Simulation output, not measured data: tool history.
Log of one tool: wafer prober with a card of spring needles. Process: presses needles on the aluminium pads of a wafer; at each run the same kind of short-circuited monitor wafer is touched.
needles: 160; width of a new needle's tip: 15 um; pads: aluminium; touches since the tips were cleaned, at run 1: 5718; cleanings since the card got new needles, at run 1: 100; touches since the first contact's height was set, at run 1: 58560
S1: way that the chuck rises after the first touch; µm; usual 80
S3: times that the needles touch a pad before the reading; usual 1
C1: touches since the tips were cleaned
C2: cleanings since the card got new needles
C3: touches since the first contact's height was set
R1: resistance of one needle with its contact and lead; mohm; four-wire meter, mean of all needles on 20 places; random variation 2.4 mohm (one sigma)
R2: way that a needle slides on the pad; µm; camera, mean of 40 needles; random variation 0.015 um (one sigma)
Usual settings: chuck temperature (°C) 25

{"run": 1, "hour": 0.0, "S1": 80, "chuck temperature (°C)": 25, "S3": 1, "C1": 5718, "C2": 100, "C3": 58560, "R1": 271, "R2": 15.98}
{"hour": 8.5, "done": "tips cleaned on abrasive film"}
{"hour": 28.3, "done": "tips cleaned on abrasive film"}
{"run": 2, "hour": 40.3, "S1": 80, "chuck temperature (°C)": 25, "S3": 1, "C1": 6254, "C2": 102, "C3": 79589, "R1": 271, "R2": 16.01}
{"hour": 48.8, "done": "tips cleaned on abrasive film"}
{"hour": 49.1, "done": "height of the first contact set anew"}
{"hour": 68.1, "done": "tips cleaned on abrasive film"}
{"run": 3, "hour": 71.9, "S1": 80, "chuck temperature (°C)": 25, "S3": 1, "C1": 2014, "C2": 104, "C3": 11937, "R1": 268, "R2": 15.99}
{"hour": 87.7, "done": "tips cleaned on abrasive film"}
{"run": 4, "hour": 102.7, "S1": 80, "chuck temperature (°C)": 25, "S3": 1, "C1": 7874, "C2": 105, "C3": 28030, "R1": 273, "R2": 16.0}
{"hour": 105.1, "done": "tips cleaned on abrasive film"}
{"hour": 125.3, "done": "tips cleaned on abrasive film"}
{"run": 5, "hour": 134.5, "S1": 80, "chuck temperature (°C)": 25, "S3": 1, "C1": 4826, "C2": 107, "C3": 44630, "R1": 270, "R2": 16.02}
{"hour": 142.7, "done": "tips cleaned on abrasive film"}
{"hour": 162.1, "done": "tips cleaned on abrasive film"}
{"hour": 179.7, "done": "tips cleaned on abrasive film"}
{"run": 6, "hour": 182.1, "S1": 80, "chuck temperature (°C)": 25, "S3": 1, "C1": 1233, "C2": 110, "C3": 69454, "R1": 268, "R2": 16.07}
{"hour": 198.1, "done": "tips cleaned on abrasive film"}
{"hour": 211.1, "done": "height of the first contact set anew"}
{"hour": 217.9, "done": "tips cleaned on abrasive film"}
{"run": 7, "hour": 227.4, "S1": 80, "chuck temperature (°C)": 25, "S3": 1, "C1": 4969, "C2": 112, "C3": 8461, "R1": 268, "R2": 16.1}
{"hour": 236.9, "done": "tips cleaned on abrasive film"}
{"hour": 254.5, "done": "tips cleaned on abrasive film"}
{"hour": 274.2, "done": "tips cleaned on abrasive film"}
{"run": 8, "hour": 276.8, "S1": 80, "chuck temperature (°C)": 25, "S3": 1, "C1": 1390, "C2": 115, "C3": 34280, "R1": 267, "R2": 16.11}
{"hour": 291.3, "done": "tips cleaned on abrasive film"}
{"hour": 309.4, "done": "tips cleaned on abrasive film"}
{"hour": 328.3, "done": "tips cleaned on abrasive film"}
{"run": 9, "hour": 328.9, "S1": 80, "chuck temperature (°C)": 25, "S3": 1, "C1": 311, "C2": 118, "C3": 61431, "R1": 265, "R2": 16.16}
{"hour": 347.5, "done": "tips cleaned on abrasive film"}
{"run": 10, "hour": 358.8, "S1": 80, "chuck temperature (°C)": 25, "S3": 1, "C1": 5973, "C2": 119, "C3": 77106, "R1": 268, "R2": 16.18}
{"hour": 366.3, "done": "tips cleaned on abrasive film"}
{"hour": 375.0, "done": "height of the first contact set anew"}
{"hour": 386.4, "done": "tips cleaned on abrasive film"}
{"hour": 405.6, "done": "tips cleaned on abrasive film"}
{"run": 11, "hour": 412.5, "S1": 61, "chuck temperature (°C)": 25, "S3": 1, "C1": 3618, "C2": 122, "C3": 19584, "R1": 274, "R2": 12.35}
{"hour": 422.8, "done": "tips cleaned on abrasive film"}
{"run": 12, "hour": 437.5, "S1": 61, "chuck temperature (°C)": 25, "S3": 1, "C1": 7682, "C2": 123, "C3": 32645, "R1": 275, "R2": 12.35}
{"hour": 440.9, "done": "tips cleaned on abrasive film"}
{"hour": 460.9, "done": "tips cleaned on abrasive film"}
{"run": 13, "hour": 471.6, "S1": 61, "chuck temperature (°C)": 25, "S3": 1, "C1": 5650, "C2": 125, "C3": 50475, "R1": 278, "R2": 12.38}
{"hour": 480.1, "done": "tips cleaned on abrasive film"}
{"hour": 499.7, "done": "tips cleaned on abrasive film"}
{"hour": 515.7, "done": "gauge calibrated"}
{"hour": 518.6, "done": "tips cleaned on abrasive film"}
{"run": 14, "hour": 520.0, "S1": 80, "chuck temperature (°C)": 64, "S3": 1, "C1": 727, "C2": 128, "C3": 75716, "R1": 283, "R2": 15.98}
{"hour": 535.6, "done": "tips cleaned on abrasive film"}
{"hour": 539.1, "done": "height of the first contact set anew"}
{"hour": 554.6, "done": "tips cleaned on abrasive film"}
{"run": 15, "hour": 561.1, "S1": 80, "chuck temperature (°C)": 34, "S3": 2, "C1": 3393, "C2": 130, "C3": 11497, "R1": 269, "R2": 16.0}
{"hour": 571.6, "done": "tips cleaned on abrasive film"}
{"hour": 592.7, "done": "tips cleaned on abrasive film"}
{"run": 16, "hour": 595.6, "S1": 80, "chuck temperature (°C)": 34, "S3": 2, "C1": 1502, "C2": 132, "C3": 29494, "R1": 274, "R2": 16.01}
{"hour": 611.0, "done": "tips cleaned on abrasive film"}
{"hour": 629.9, "done": "tips cleaned on abrasive film"}
{"run": 17, "hour": 641.3, "S1": 80, "chuck temperature (°C)": 34, "S3": 2, "C1": 6007, "C2": 134, "C3": 53406, "R1": 272, "R2": 16.01}
{"hour": 648.7, "done": "tips cleaned on abrasive film"}
{"hour": 666.8, "done": "tips cleaned on abrasive film"}
{"hour": 684.4, "done": "tips cleaned on abrasive film"}
{"run": 18, "hour": 697.5, "S1": 80, "chuck temperature (°C)": 34, "S3": 2, "C1": 6878, "C2": 137, "C3": 82751, "R1": 271, "R2": 16.06}
{"hour": 700.3, "done": "height of the first contact set anew"}
{"hour": 703.4, "done": "tips cleaned on abrasive film"}
{"hour": 721.2, "done": "tips cleaned on abrasive film"}
{"hour": 738.5, "done": "tips cleaned on abrasive film"}
{"run": 19, "hour": 742.8, "S1": 65, "chuck temperature (°C)": 110, "S3": 2, "C1": 2258, "C2": 140, "C3": 22139, "R1": 298, "R2": 13.08}
{"hour": 758.1, "done": "tips cleaned on abrasive film"}
{"hour": 776.0, "done": "tips cleaned on abrasive film"}
{"run": 20, "hour": 776.0, "S1": 65, "chuck temperature (°C)": 110, "S3": 2, "C1": 0, "C2": 142, "C3": 39440, "R1": 297, "R2": 13.11}
{"hour": 793.9, "done": "tips cleaned on abrasive film"}
{"hour": 811.2, "done": "tips cleaned on abrasive film"}
{"run": 21, "hour": 827.4, "S1": 65, "chuck temperature (°C)": 86, "S3": 2, "C1": 8501, "C2": 144, "C3": 66324, "R1": 290, "R2": 13.12}
{"hour": 830.2, "done": "tips cleaned on abrasive film"}
{"hour": 848.7, "done": "tips cleaned on abrasive film"}
{"hour": 864.4, "done": "height of the first contact set anew"}
{"hour": 868.6, "done": "tips cleaned on abrasive film"}
{"run": 22, "hour": 874.0, "S1": 76, "chuck temperature (°C)": 78, "S3": 2, "C1": 2825, "C2": 147, "C3": 5006, "R1": 285, "R2": 15.35}
{"hour": 885.6, "done": "tips cleaned on abrasive film"}
{"hour": 903.0, "done": "tips cleaned on abrasive film"}
{"hour": 923.3, "done": "tips cleaned on abrasive film"}
{"run": 23, "hour": 924.4, "S1": 82, "chuck temperature (°C)": 78, "S3": 3, "C1": 572, "C2": 150, "C3": 31302, "R1": 284, "R2": 16.6}
{"hour": 940.3, "done": "tips cleaned on abrasive film"}
{"hour": 961.3, "done": "tips cleaned on abrasive film"}
{"hour": 979.7, "done": "tips cleaned on abrasive film"}
{"run": 24, "hour": 980.8, "S1": 60, "chuck temperature (°C)": 25, "S3": 1, "C1": 589, "C2": 153, "C3": 60765, "R1": 275, "R2": 12.18}
{"hour": 997.2, "done": "tips cleaned on abrasive film"}
{"hour": 1018.1, "done": "tips cleaned on abrasive film"}
{"hour": 1028.5, "done": "height of the first contact set anew"}
{"run": 25, "hour": 1028.5, "S1": 60, "chuck temperature (°C)": 25, "S3": 1, "C1": 5326, "C2": 155, "C3": 0, "R1": 275, "R2": 12.19}

3 ways to go on from here, each from the tool as it stands after run 25. What would each give?
{"hour": 1035.4, "done": "tips cleaned on abrasive film"}
{"hour": 1054.6, "done": "tips cleaned on abrasive film"}
{"hour": 1072.5, "done": "tips cleaned on abrasive film"}
{"run": "A", "hour": 1083.8, "S1": 86, "chuck temperature (°C)": 43, "S3": 2, "C1": 5932, "C2": 158, "C3": 28860, "R1": "?", "R2": "?"}
{"hour": 1035.4, "done": "tips cleaned on abrasive film"}
{"hour": 1054.6, "done": "tips cleaned on abrasive film"}
{"hour": 1072.5, "done": "tips cleaned on abrasive film"}
{"run": "B", "hour": 1083.8, "S1": 96, "chuck temperature (°C)": 81, "S3": 3, "C1": 5932, "C2": 158, "C3": 28860, "R1": "?", "R2": "?"}
{"hour": 1035.4, "done": "tips cleaned on abrasive film"}
{"hour": 1054.6, "done": "tips cleaned on abrasive film"}
{"hour": 1072.5, "done": "tips cleaned on abrasive film"}
{"run": "C", "hour": 1083.8, "S1": 60, "chuck temperature (°C)": 25, "S3": 1, "C1": 5932, "C2": 158, "C3": 28860, "R1": "?", "R2": "?"}

run=A R1=271 R2=17.47
run=B R1=282 R2=19.57
run=C R1=279 R2=12.22
Without the tool's hidden state the same runs would have given:
run=A R1=270 R2=17.13
run=B R1=281 R2=19.18
run=C R1=278 R2=11.98
